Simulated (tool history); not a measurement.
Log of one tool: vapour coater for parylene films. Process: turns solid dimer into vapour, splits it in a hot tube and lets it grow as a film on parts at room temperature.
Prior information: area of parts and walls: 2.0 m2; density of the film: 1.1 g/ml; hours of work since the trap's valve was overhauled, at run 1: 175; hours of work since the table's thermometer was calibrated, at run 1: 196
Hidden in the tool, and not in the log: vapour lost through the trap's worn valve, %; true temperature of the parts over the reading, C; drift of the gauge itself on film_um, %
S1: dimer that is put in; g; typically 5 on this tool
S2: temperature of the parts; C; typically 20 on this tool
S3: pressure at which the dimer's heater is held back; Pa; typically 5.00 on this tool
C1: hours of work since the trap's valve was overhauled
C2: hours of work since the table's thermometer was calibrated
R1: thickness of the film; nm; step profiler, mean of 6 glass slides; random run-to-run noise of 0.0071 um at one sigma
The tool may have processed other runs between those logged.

run	hour	S1	S2	S3	C1	C2	R1
1	0.0	5	20	5.00	175	196	927
2	11.0	5	20	5.00	183	203	934
3	24.6	5	20	7.30	192	213	921
4	42.5	5	20	7.30	205	225	897
5	53.2	2	20	5.00	212	233	365
6	66.4	2	20	5.00	221	242	361
7	82.5	2	20	5.00	232	253	362
8	99.9	2	20	5.00	244	265	357
# hour 114.4: trap's valve overhauled
9	120.5	5	20	5.00	4	276	1043
10	136.7	5	20	4.82	15	287	1035
11	152.8	5	20	5.00	26	298	1039
12	167.4	5	20	3.48	37	309	1045
13	178.7	5	13	5.00	44	316	1168
14	195.1	5	19	5.00	56	328	1033
15	205.8	8	20	5.00	63	335	1609
16	220.6	8	20	5.00	73	345	1602
17	231.8	8	20	5.00	81	353	1603
18	250.5	8	20	5.00	94	366	1592
19	259.3	5	20	5.00	100	372	991
20	268.8	5	20	5.00	106	378	983
21	283.8	5	20	5.00	117	389	989
22	297.7	2	15	9.45	126	398	417
23	314.6	4	15	4.11	138	410	853
24	324.9	4	15	2.24	145	417	885
25	333.0	4	26	5.81	151	423	675
26	346.1	4	26	5.81	160	432	678
27	357.6	5	20	3.68	168	440	980
28	371.0	5	20	5.16	177	449	941
29	383.7	5	16	6.20	186	458	998
30	392.0	5	15	3.51	191	463	1062
31	401.7	2	16	6.12	198	470	404
32	413.7	4	16	3.35	206	478	829
33	432.0	2	20	5.00	219	491	380
34	440.9	2	20	5.00	225	497	383
35	452.9	6	20	5.63	233	505	1100
36	464.9	5	18	6.42	241	513	938
37	473.0	2	19	6.42	247	519	365
# hour 483.2: trap's valve overhauled
38	491.1	8	19	2.42	5	529	1794
39	505.0	4	16	4.10	15	538	907
40	517.8	2	20	10.24	24	547	395
41	536.2	5	25	5.29	37	560	944

5 ways to go on from here, each from the tool as it stands after run 41. What would each give?
A	550.2	3	30	5.29	46	569	?
B	550.2	8	17	6.25	46	569	?
C	550.2	5	15	6.18	46	569	?
D	550.2	5	20	9.27	46	569	?
E	550.2	3	22	5.29	46	569	?

run	R1
A	520
B	1708
C	1116
D	981
E	599
With no hidden state in the tool, these same runs would have given:
run	R1
A	531
B	1744
C	1139
D	1001
E	611
